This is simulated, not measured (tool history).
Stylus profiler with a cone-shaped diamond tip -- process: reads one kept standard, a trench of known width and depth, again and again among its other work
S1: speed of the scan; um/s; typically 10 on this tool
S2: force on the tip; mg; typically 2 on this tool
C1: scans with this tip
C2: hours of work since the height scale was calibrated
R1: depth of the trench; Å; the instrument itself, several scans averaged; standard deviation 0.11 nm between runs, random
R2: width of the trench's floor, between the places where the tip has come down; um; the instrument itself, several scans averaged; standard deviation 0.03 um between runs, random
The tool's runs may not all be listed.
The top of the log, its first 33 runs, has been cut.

run    hour  S1    S2     C1    C2      R1     R2
 34  1950.8   3  2.36  10230  1150  2026.6  27.17
 35  1988.2   3  2.36  10410  1170  2028.4  27.23
 36  2072.9   3  4.51  10819  1216  2040.6  27.21
 37  2145.9   9  5.46  11170  1256    2046   27.2
 38  2189.1  19  2.67  11379  1279  2029.8  27.12
 39  2271.4   3  5.45  11775  1324  2045.5  27.15
 40  2354.6   3  5.45  12177  1369  2045.6  27.18
 41  2399.6   4  1.52  12394  1393  2019.6  27.22
 42  2485.1  11  1.52  12805  1439  2019.7  27.13
 43  2549.6   3  3.18  13117  1474  2030.9  27.22
 44  2602.4   3  3.18  13371  1503  2032.3  27.21
     2630.6  -- new tip fitted, height scale calibrated
 45  2667.1   3  3.18    176    20  2033.6  27.16
 46    2755   3  3.18    600    67  2031.7   27.2

Below are 3 alternative next runs, each starting from the tool's condition after run 46. Predict each:
  A  2826.2   3  2.17  943  106   ?   ?
  B  2826.2   3  3.18  943  106   ?   ?
  C  2826.2   2  3.18  943  106   ?   ?

run      R1     R2
  A  2023.6  27.16
  B  2029.4  27.21
  C  2032.5  27.15
Stripped of hidden state, with their random variation kept, the same runs would have yielded:
run      R1     R2
  A  2023.6  27.16
  B  2029.4  27.21
  C  2032.5  27.15

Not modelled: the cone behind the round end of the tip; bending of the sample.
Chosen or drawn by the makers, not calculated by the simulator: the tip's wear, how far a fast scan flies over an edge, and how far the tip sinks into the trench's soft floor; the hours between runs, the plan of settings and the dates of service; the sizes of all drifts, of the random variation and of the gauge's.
